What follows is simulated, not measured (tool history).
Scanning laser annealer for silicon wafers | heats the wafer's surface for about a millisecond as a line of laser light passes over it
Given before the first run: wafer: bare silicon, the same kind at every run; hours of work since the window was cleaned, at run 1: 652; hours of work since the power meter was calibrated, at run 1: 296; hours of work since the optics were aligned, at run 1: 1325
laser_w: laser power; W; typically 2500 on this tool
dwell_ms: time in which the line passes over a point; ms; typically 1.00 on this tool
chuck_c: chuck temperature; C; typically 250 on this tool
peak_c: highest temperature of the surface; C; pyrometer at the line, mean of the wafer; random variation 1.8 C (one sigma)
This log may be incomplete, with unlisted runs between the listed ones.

run,hour,laser_w,dwell_ms,chuck_c,hours of work since the window was cleaned,hours of work since the power meter was calibrated,hours of work since the optics were aligned,peak_c
1,0.0,2500,1.00,250,652,296,1325,1018
2,11.5,2500,1.01,250,661,305,1334,1020
3,21.3,2500,1.01,250,669,313,1342,1020
4,32.0,2500,1.13,250,677,321,1350,1057
5,40.6,2500,0.72,250,684,328,1357,917
6,45.7,2253,1.00,250,688,332,1361,934
7,58.0,2253,1.00,250,698,341,1370,935
8,70.5,2253,1.00,250,707,351,1380,934
9,79.9,2500,1.00,222,715,359,1387,985
# hour 90.0: window over the wafer cleaned
10,90.4,2500,1.00,237,0,365,1394,1034
11,98.6,2650,1.00,250,7,372,1400,1095
12,104.2,2650,1.01,250,11,376,1404,1099
13,116.9,2650,1.01,250,21,386,1414,1101
14,126.8,2411,0.77,231,29,393,1422,916
15,137.4,2639,1.20,278,37,402,1430,1185
16,143.0,2500,1.12,217,41,406,1435,1054
17,152.3,2500,1.12,217,49,413,1442,1049
18,160.4,2500,0.78,217,55,420,1448,928
19,170.6,2308,0.85,263,63,428,1456,945
20,180.3,2284,0.85,234,70,435,1464,909
21,191.6,2221,1.06,285,79,444,1473,1003
22,201.7,2221,1.06,285,87,452,1480,1004
23,212.5,2221,1.02,285,95,460,1489,993
24,223.5,2221,1.02,285,104,469,1497,988

Across each entry between runs, compare the hidden state at the last listed run before it with the hidden state at the first listed run after it:
Between runs 9 and 10: window over the wafer cleaned (hour 90.0)
  light that passes the window, % of a clean one's: 95.74 -> 99.77; width of the line over the set one, %: 1.81 -> 1.82
  measured minus no-state result, peak_c: -44 -> -10 C
